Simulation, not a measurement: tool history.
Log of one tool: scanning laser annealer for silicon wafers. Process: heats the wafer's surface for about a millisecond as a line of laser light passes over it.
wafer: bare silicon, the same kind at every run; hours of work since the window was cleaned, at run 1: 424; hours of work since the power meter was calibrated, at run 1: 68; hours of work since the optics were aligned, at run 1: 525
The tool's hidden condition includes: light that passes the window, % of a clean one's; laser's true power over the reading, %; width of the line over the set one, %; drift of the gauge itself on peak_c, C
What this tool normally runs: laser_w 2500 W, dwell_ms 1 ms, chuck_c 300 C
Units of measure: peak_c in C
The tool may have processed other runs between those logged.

run	day	laser_w	dwell_ms	chuck_c	hours of work since the window was cleaned	hours of work since the power meter was calibrated	hours of work since the optics were aligned	peak_c
1	0	2500	1	300	424	68	525	1112
2	0.688	2500	1	330	431	75	532	1142
3	1.025	2500	1	330	435	78	535	1140
4	1.642	2500	1	300	441	84	541	1112
5	2.138	2500	1	338	446	89	546	1146
6	2.625	2500	1	338	451	94	551	1147
7	3.075	2500	1	338	456	99	556	1145
8	3.696	2500	1	338	462	105	562	1148
9	4.133	2428	1	300	467	110	567	1086
10	4.579	2500	1	300	471	114	571	1107
11	5.292	2500	1.17	300	478	121	578	1173
12	5.867	2500	1.17	300	484	127	584	1174
13	6.35	2500	1.17	300	489	132	589	1174
14	6.688	2500	1.17	300	493	136	593	1176
# day 6.954: optics aligned, line set to its width
15	7.525	2294	1.08	264	499	142	6	1032
16	7.983	2294	0.81	264	504	147	10	925
# day 8.367: optics aligned, line set to its width, once more
17	8.85	2589	1.13	311	510	153	5	1206
18	9.242	2589	1.13	311	514	157	9	1204
19	10.012	2747	1.21	306	522	165	17	1285
20	10.667	2211	1.06	306	529	172	23	1045
21	11.425	2211	0.93	306	536	180	31	996
22	11.758	2500	0.86	316	540	183	35	1065
23	12.1	2500	0.86	316	543	186	38	1065
24	12.692	2426	0.71	284	549	193	44	942
25	13.321	2474	0.71	278	556	199	50	949

Each row is a separate what-if for the run after 25, all from the same tool condition, not one after another. Results?
A	14.025	2387	1	332	563	206	58	?
B	14.025	2474	0.83	326	563	206	58	?
C	14.025	2711	0.71	278	563	206	58	?
D	14.025	2156	0.71	278	563	206	58	?
E	14.025	2481	1	291	563	206	58	?

run	peak_c
A	1105
B	1055
C	1009
D	864
E	1089
Take away the tool's hidden state, keep each run's random variation, and the runs would have read:
run	peak_c
A	1145
B	1093
C	1046
D	894
E	1130
